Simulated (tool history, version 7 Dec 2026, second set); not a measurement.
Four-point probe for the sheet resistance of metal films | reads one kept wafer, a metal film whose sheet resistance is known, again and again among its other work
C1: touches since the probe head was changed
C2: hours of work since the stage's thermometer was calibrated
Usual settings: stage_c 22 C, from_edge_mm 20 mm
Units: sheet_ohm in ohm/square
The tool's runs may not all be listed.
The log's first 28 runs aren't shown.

{"run": 29, "day": 90.758, "stage_c": 23, "from_edge_mm": 68, "C1": 54676, "C2": 263, "sheet_ohm": 0.933834}
{"run": 30, "day": 93.458, "stage_c": 24, "from_edge_mm": 12, "C1": 57965, "C2": 303, "sheet_ohm": 0.938781}
{"run": 31, "day": 97.517, "stage_c": 24, "from_edge_mm": 12, "C1": 62904, "C2": 362, "sheet_ohm": 0.939197}
{"run": 32, "day": 100.138, "stage_c": 23, "from_edge_mm": 3, "C1": 66092, "C2": 401, "sheet_ohm": 1.015716}
{"run": 33, "day": 103.429, "stage_c": 23, "from_edge_mm": 3, "C1": 70097, "C2": 449, "sheet_ohm": 1.016245}
{"run": 34, "day": 107.279, "stage_c": 23, "from_edge_mm": 3, "C1": 74785, "C2": 505, "sheet_ohm": 1.016584}
{"run": 35, "day": 110.058, "stage_c": 23, "from_edge_mm": 3, "C1": 78168, "C2": 546, "sheet_ohm": 1.016884}
{"run": 36, "day": 112.667, "stage_c": 23, "from_edge_mm": 3, "C1": 81340, "C2": 584, "sheet_ohm": 1.017506}
{"run": 37, "day": 116.821, "stage_c": 32, "from_edge_mm": 5, "C1": 86396, "C2": 645, "sheet_ohm": 0.963338}
{"run": 38, "day": 118.788, "stage_c": 20, "from_edge_mm": 39, "C1": 88790, "C2": 674, "sheet_ohm": 0.938096}
{"run": 39, "day": 123.033, "stage_c": 21, "from_edge_mm": 32, "C1": 93961, "C2": 736, "sheet_ohm": 0.938073}
{"run": 40, "day": 125.908, "stage_c": 23, "from_edge_mm": 39, "C1": 97457, "C2": 778, "sheet_ohm": 0.937633}

The next listed run, before its measurement:
{"run": 41, "day": 129.467, "stage_c": 33, "from_edge_mm": 3, "C1": 101789, "C2": 830, "sheet_ohm": "?"}

Run 41 gave sheet_ohm 1.014169 ohm/square.
Without the tool's hidden state the same run would have given sheet_ohm 0.997677 ohm/square.

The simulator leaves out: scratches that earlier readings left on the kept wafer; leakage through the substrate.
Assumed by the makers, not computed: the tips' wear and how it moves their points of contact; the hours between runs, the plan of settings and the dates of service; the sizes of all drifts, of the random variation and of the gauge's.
